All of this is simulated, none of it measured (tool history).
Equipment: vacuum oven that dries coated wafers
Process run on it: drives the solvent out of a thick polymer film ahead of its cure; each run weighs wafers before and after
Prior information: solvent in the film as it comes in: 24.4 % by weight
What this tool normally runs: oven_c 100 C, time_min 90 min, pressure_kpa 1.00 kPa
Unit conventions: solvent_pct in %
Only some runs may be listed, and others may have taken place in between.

| run | hour | oven_c | time_min | pressure_kpa | solvent_pct |
|---|---|---|---|---|---|
| 1 | 0.0 | 100 | 90 | 1.00 | 2.46 |
| 2 | 18.4 | 100 | 90 | 1.00 | 2.44 |
| 3 | 36.4 | 100 | 90 | 1.00 | 2.45 |
| 4 | 61.0 | 100 | 46 | 1.00 | 6.58 |
| 5 | 77.8 | 100 | 46 | 1.00 | 6.59 |
| 6 | 108.2 | 100 | 90 | 1.00 | 2.44 |
| 7 | 130.8 | 100 | 90 | 1.00 | 2.43 |
| 8 | 150.9 | 100 | 144 | 1.00 | 0.88 |
|  | 154.7 | vacuum gauge cleaned of residue and calibrated |
| 9 | 186.8 | 100 | 144 | 1.00 | 0.92 |
| 10 | 204.7 | 105 | 90 | 1.00 | 1.58 |
| 11 | 222.6 | 100 | 74 | 1.00 | 3.46 |
| 12 | 259.2 | 100 | 105 | 1.00 | 1.80 |
| 13 | 280.2 | 100 | 90 | 1.00 | 2.41 |
| 14 | 308.7 | 100 | 90 | 0.71 | 2.33 |
| 15 | 331.7 | 100 | 90 | 0.71 | 2.36 |
|  | 348.6 | vacuum gauge cleaned of residue and calibrated, once more |
| 16 | 360.9 | 100 | 118 | 0.71 | 1.19 |
| 17 | 392.8 | 100 | 118 | 0.71 | 1.21 |
| 18 | 420.2 | 100 | 121 | 1.35 | 1.31 |
| 19 | 444.0 | 100 | 121 | 1.35 | 1.31 |
| 20 | 461.2 | 100 | 121 | 1.35 | 1.29 |
| 21 | 489.6 | 100 | 121 | 1.35 | 1.31 |
| 22 | 506.7 | 100 | 121 | 1.35 | 1.28 |
| 23 | 522.3 | 100 | 115 | 1.00 | 1.35 |
| 24 | 540.1 | 100 | 115 | 1.00 | 1.33 |
| 25 | 561.7 | 103 | 115 | 1.00 | 0.99 |
| 26 | 582.2 | 99 | 80 | 3.36 | 3.66 |
| 27 | 607.3 | 99 | 80 | 3.36 | 3.64 |

Each row is a separate what-if for the run after 27, all from the same tool condition, not one after another. Results?
| A | 630.0 | 99 | 82 | 3.36 | ? |
| B | 630.0 | 97 | 59 | 2.74 | ? |
| C | 630.0 | 106 | 80 | 2.37 | ? |
| D | 630.0 | 90 | 161 | 0.59 | ? |

| run | solvent_pct |
|---|---|
| A | 3.58 |
| B | 5.98 |
| C | 1.99 |
| D | 1.60 |
Stripped of hidden state, with their random variation kept, the same runs would have yielded:
| run | solvent_pct |
|---|---|
| A | 3.61 |
| B | 6.02 |
| C | 2.00 |
| D | 1.61 |

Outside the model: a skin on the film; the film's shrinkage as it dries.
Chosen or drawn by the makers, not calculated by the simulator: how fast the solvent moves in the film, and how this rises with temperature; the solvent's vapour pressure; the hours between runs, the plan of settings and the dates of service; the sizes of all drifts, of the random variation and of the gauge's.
